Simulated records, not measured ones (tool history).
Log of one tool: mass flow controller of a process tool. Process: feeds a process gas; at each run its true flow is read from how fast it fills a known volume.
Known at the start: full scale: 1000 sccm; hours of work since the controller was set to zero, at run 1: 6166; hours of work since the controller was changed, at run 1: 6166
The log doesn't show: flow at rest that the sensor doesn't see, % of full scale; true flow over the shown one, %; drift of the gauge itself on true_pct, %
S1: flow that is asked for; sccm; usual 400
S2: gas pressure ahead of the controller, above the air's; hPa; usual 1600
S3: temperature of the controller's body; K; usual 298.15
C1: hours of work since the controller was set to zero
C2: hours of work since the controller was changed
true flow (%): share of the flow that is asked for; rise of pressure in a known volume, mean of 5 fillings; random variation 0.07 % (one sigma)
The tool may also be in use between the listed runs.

{"run": 1, "day": 0.0, "S1": 400, "S2": 1600, "S3": 298.15, "C1": 6166, "C2": 6166, "true flow (%)": 99.45}
{"run": 2, "day": 21.083, "S1": 400, "S2": 1600, "S3": 298.15, "C1": 6335, "C2": 6335, "true flow (%)": 99.49}
{"run": 3, "day": 41.767, "S1": 400, "S2": 1600, "S3": 298.15, "C1": 6500, "C2": 6500, "true flow (%)": 99.47}
{"run": 4, "day": 53.929, "S1": 400, "S2": 1600, "S3": 298.15, "C1": 6598, "C2": 6598, "true flow (%)": 99.48}
{"run": 5, "day": 69.567, "S1": 400, "S2": 1600, "S3": 298.15, "C1": 6723, "C2": 6723, "true flow (%)": 99.43}
{"run": 6, "day": 81.962, "S1": 400, "S2": 1920, "S3": 298.15, "C1": 6822, "C2": 6822, "true flow (%)": 99.35}
{"run": 7, "day": 102.117, "S1": 400, "S2": 2260, "S3": 298.15, "C1": 6984, "C2": 6984, "true flow (%)": 99.31}
{"run": 8, "day": 111.833, "S1": 400, "S2": 1520, "S3": 298.15, "C1": 7061, "C2": 7061, "true flow (%)": 99.67}
{"run": 9, "day": 133.312, "S1": 400, "S2": 1600, "S3": 298.15, "C1": 7233, "C2": 7233, "true flow (%)": 99.68}
{"run": 10, "day": 144.7, "S1": 400, "S2": 1600, "S3": 298.15, "C1": 7324, "C2": 7324, "true flow (%)": 99.63}
{"run": 11, "day": 155.992, "S1": 164, "S2": 2070, "S3": 298.15, "C1": 7415, "C2": 7415, "true flow (%)": 103.24}
{"run": 12, "day": 174.004, "S1": 164, "S2": 2070, "S3": 298.15, "C1": 7559, "C2": 7559, "true flow (%)": 103.26}
{"run": 13, "day": 185.833, "S1": 587, "S2": 1650, "S3": 295.15, "C1": 7654, "C2": 7654, "true flow (%)": 98.93}
{"run": 14, "day": 202.883, "S1": 587, "S2": 1960, "S3": 295.15, "C1": 7790, "C2": 7790, "true flow (%)": 98.8}
{"run": 15, "day": 219.708, "S1": 113, "S2": 1480, "S3": 298.15, "C1": 7925, "C2": 7925, "true flow (%)": 107.28}
{"run": 16, "day": 234.908, "S1": 113, "S2": 1480, "S3": 298.15, "C1": 8047, "C2": 8047, "true flow (%)": 107.47}
{"run": 17, "day": 258.275, "S1": 400, "S2": 2020, "S3": 298.15, "C1": 8234, "C2": 8234, "true flow (%)": 99.43}
{"run": 18, "day": 281.179, "S1": 645, "S2": 2460, "S3": 304.15, "C1": 8417, "C2": 8417, "true flow (%)": 98.88}

Measured less the same run without the tool's hidden state. The same run-to-run variation is in both; the gauge's scatter may not be:
run=1 true_flow_(%)=+0.77
run=2 true_flow_(%)=+0.79
run=3 true_flow_(%)=+0.80
run=4 true_flow_(%)=+0.82
run=5 true_flow_(%)=+0.84
run=6 true_flow_(%)=+0.85
run=7 true_flow_(%)=+0.86
run=8 true_flow_(%)=+0.87
run=9 true_flow_(%)=+0.90
run=10 true_flow_(%)=+0.91
run=11 true_flow_(%)=+5.37
run=12 true_flow_(%)=+5.44
run=13 true_flow_(%)=-0.07
run=14 true_flow_(%)=-0.08
run=15 true_flow_(%)=+9.31
run=16 true_flow_(%)=+9.46
run=17 true_flow_(%)=+1.01
run=18 true_flow_(%)=-0.30
